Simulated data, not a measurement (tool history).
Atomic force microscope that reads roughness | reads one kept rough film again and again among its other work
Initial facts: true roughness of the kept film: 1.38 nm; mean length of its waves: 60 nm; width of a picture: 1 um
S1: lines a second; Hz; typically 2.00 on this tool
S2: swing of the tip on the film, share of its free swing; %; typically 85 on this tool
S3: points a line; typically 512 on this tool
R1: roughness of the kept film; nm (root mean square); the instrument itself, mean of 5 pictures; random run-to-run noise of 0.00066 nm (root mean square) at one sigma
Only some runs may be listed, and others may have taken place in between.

run 1 hour=0.0 | S1=2.00 S2=85 S3=512 | R1=1.0818
-- hour=5.7 new tip fitted
run 2 hour=69.4 | S1=2.00 S2=85 S3=512 | R1=1.0893
run 3 hour=103.7 | S1=2.00 S2=85 S3=512 | R1=1.0877
run 4 hour=182.0 | S1=2.00 S2=85 S3=512 | R1=1.0829
run 5 hour=226.1 | S1=2.00 S2=85 S3=306 | R1=1.0786
-- hour=254.1 new tip fitted
run 6 hour=273.4 | S1=2.00 S2=85 S3=306 | R1=1.0894
run 7 hour=331.1 | S1=2.00 S2=85 S3=306 | R1=1.0867
run 8 hour=371.0 | S1=2.00 S2=85 S3=306 | R1=1.0859
run 9 hour=443.0 | S1=2.00 S2=85 S3=923 | R1=1.0832
-- hour=498.2 new tip fitted
run 10 hour=518.3 | S1=2.00 S2=85 S3=923 | R1=1.0955
run 11 hour=588.9 | S1=2.00 S2=85 S3=512 | R1=1.0914
run 12 hour=651.1 | S1=2.00 S2=85 S3=512 | R1=1.0877
run 13 hour=694.7 | S1=2.00 S2=85 S3=512 | R1=1.0848
-- hour=741.7 new tip fitted
run 14 hour=753.9 | S1=2.00 S2=85 S3=512 | R1=1.0959
-- hour=761.8 height scale calibrated on a step standard
run 15 hour=790.8 | S1=2.00 S2=85 S3=512 | R1=1.1001
run 16 hour=840.2 | S1=2.00 S2=85 S3=512 | R1=1.1000
run 17 hour=919.0 | S1=2.00 S2=85 S3=512 | R1=1.0939
-- hour=990.0 new tip fitted
run 18 hour=1000.9 | S1=2.00 S2=85 S3=512 | R1=1.1043
run 19 hour=1077.3 | S1=2.00 S2=85 S3=512 | R1=1.1012
run 20 hour=1118.0 | S1=2.00 S2=85 S3=512 | R1=1.0984
run 21 hour=1182.3 | S1=0.77 S2=72 S3=873 | R1=1.3161
-- hour=1201.1 height scale calibrated on a step standard, once more
-- hour=1236.5 new tip fitted
run 22 hour=1259.1 | S1=1.90 S2=73 S3=554 | R1=1.1983
run 23 hour=1323.7 | S1=1.14 S2=67 S3=464 | R1=1.2835
run 24 hour=1403.9 | S1=1.20 S2=85 S3=512 | R1=1.1694
-- hour=1480.7 new tip fitted
run 25 hour=1480.7 | S1=0.59 S2=85 S3=512 | R1=1.2667
run 26 hour=1534.1 | S1=1.40 S2=55 S3=293 | R1=1.3165
run 27 hour=1603.9 | S1=1.40 S2=55 S3=293 | R1=1.3123
run 28 hour=1685.5 | S1=1.40 S2=61 S3=983 | R1=1.2913
-- hour=1727.2 new tip fitted
run 29 hour=1742.9 | S1=2.05 S2=81 S3=476 | R1=1.1175
run 30 hour=1800.5 | S1=1.27 S2=59 S3=694 | R1=1.3137
run 31 hour=1835.5 | S1=2.16 S2=85 S3=341 | R1=1.0592
run 32 hour=1911.8 | S1=1.55 S2=69 S3=662 | R1=1.2463
run 33 hour=1957.8 | S1=1.55 S2=77 S3=662 | R1=1.1907
-- hour=1970.0 new tip fitted
run 34 hour=1995.8 | S1=2.61 S2=67 S3=809 | R1=1.2095
run 35 hour=2059.6 | S1=1.32 S2=67 S3=1017 | R1=1.2800
run 36 hour=2095.5 | S1=1.61 S2=67 S3=316 | R1=1.2565
run 37 hour=2138.4 | S1=1.61 S2=67 S3=316 | R1=1.2544
run 38 hour=2211.7 | S1=1.35 S2=65 S3=304 | R1=1.2752

What if the next run were any one of these 5? Each begins from the tool's condition after run 38:
-- hour=2219.6 new tip fitted
run A hour=2272.4 | S1=1.35 S2=55 S3=374 | R1=?
-- hour=2219.6 new tip fitted
run B hour=2272.4 | S1=3.21 S2=68 S3=508 | R1=?
-- hour=2219.6 new tip fitted
run C hour=2272.4 | S1=2.00 S2=85 S3=595 | R1=?
-- hour=2219.6 new tip fitted
run D hour=2272.4 | S1=2.00 S2=85 S3=476 | R1=?
-- hour=2219.6 new tip fitted
run E hour=2272.4 | S1=0.55 S2=85 S3=553 | R1=?

run=A R1=1.3260
run=B R1=1.1678
run=C R1=1.0859
run=D R1=1.0835
run=E R1=1.2763
Without the tool's unlogged condition, the same runs would have read:
run=A R1=1.3219
run=B R1=1.1641
run=C R1=1.0825
run=D R1=1.0801
run=E R1=1.2723
